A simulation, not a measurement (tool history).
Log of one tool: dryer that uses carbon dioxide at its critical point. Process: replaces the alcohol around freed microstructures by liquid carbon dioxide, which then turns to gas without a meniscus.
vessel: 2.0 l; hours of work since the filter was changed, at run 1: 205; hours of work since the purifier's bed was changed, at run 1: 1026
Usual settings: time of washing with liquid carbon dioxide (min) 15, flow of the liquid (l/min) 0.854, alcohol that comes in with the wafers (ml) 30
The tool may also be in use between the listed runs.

run    hour  time of washing with liquid carbon dioxide (min)  flow of the liquid (l/min)  alcohol that comes in with the wafers (ml)  hours of work since the filter was changed  hours of work since the purifier's bed was changed  alcohol left in the vessel before it's heated (ppm by volume)
  1       0                                                15                       0.854                                          30                                         205                                                1026                                                            225
  2    49.7                                                15                       0.854                                          42                                         237                                                1058                                                            255
  3    79.2                                                15                       0.854                                          42                                         257                                                1078                                                            261
  4   125.1                                                15                       0.854                                          42                                         287                                                1108                                                            266
  5   178.3                                                15                       0.854                                          42                                         322                                                1143                                                            282
  6     215                                                15                       0.854                                          67                                         346                                                1167                                                            333
  7   240.8                                                15                       0.854                                          30                                         363                                                1184                                                            265
  8   290.4                                                15                       0.854                                          30                                         396                                                1216                                                            279
  9   341.4                                                15                       0.854                                          25                                         429                                                1250                                                            275
 10   393.1                                                15                       0.854                                          25                                         463                                                1284                                                            288
      404.7  -- purifier's bed changed
 11   435.8                                                15                       0.854                                          25                                         489                                                  20                                                             66
      450.4  -- inlet filter changed
 12     472                                                15                       0.691                                          30                                          14                                                  44                                                            123
 13   522.3                                                15                       0.547                                          30                                          47                                                  77                                                            348
 14   555.1                                                15                       0.547                                          30                                          69                                                  98                                                            349
 15   598.5                                                15                       0.854                                          30                                          97                                                 127                                                             70
 16   650.7                                                15                       0.854                                          30                                         132                                                 161                                                             72
 17   688.7                                                15                       0.854                                          30                                         157                                                 186                                                             84
 18   732.7                                                13                       0.717                                          30                                         185                                                 215                                                            270
 19   765.3                                                13                       0.717                                          34                                         207                                                 236                                                            300
 20   793.9                                                11                       0.724                                          30                                         226                                                 255                                                            485
 21   819.2                                                11                       0.724                                          30                                         242                                                 272                                                            470
 22   865.6                                                11                       0.724                                          30                                         273                                                 302                                                            520
 23   901.9                                                10                       1.226                                          30                                         297                                                 326                                                            136
 24   936.8                                                10                       1.226                                          30                                         320                                                 349                                                            140
 25   981.7                                                10                       1.226                                          30                                         349                                                 378                                                            153
 26  1015.2                                                16                       0.854                                          41                                         371                                                 400                                                            138
 27  1037.5                                                17                       0.854                                          20                                         386                                                 415                                                            107
 28    1064                                                17                       0.854                                          20                                         403                                                 433                                                            107
 29  1090.9                                                12                       0.854                                          93                                         421                                                 450                                                            692
 30  1117.8                                                12                       0.854                                          93                                         439                                                 468                                                            696
 31  1159.8                                                15                       0.797                                          67                                         466                                                 495                                                            322

Forecast each of these 5 alternatives for the next run:
  A  1184.1                                                13                       0.854                                          27                                         482                                                 511                                                              ?
  B  1184.1                                                15                       0.624                                          49                                         482                                                 511                                                              ?
  C  1184.1                                                15                       0.854                                          87                                         482                                                 511                                                              ?
  D  1184.1                                                16                       0.797                                          21                                         482                                                 511                                                              ?
  E  1184.1                                                15                       0.786                                          30                                         482                                                 511                                                              ?

run  alcohol left in the vessel before it's heated (ppm by volume)
  A                                                            237
  B                                                            593
  C                                                            318
  D                                                            153
  E                                                            205
Without the tool's hidden state the same runs would have given:
run  alcohol left in the vessel before it's heated (ppm by volume)
  A                                                             72
  B                                                            282
  C                                                            106
  D                                                             26
  E                                                             52

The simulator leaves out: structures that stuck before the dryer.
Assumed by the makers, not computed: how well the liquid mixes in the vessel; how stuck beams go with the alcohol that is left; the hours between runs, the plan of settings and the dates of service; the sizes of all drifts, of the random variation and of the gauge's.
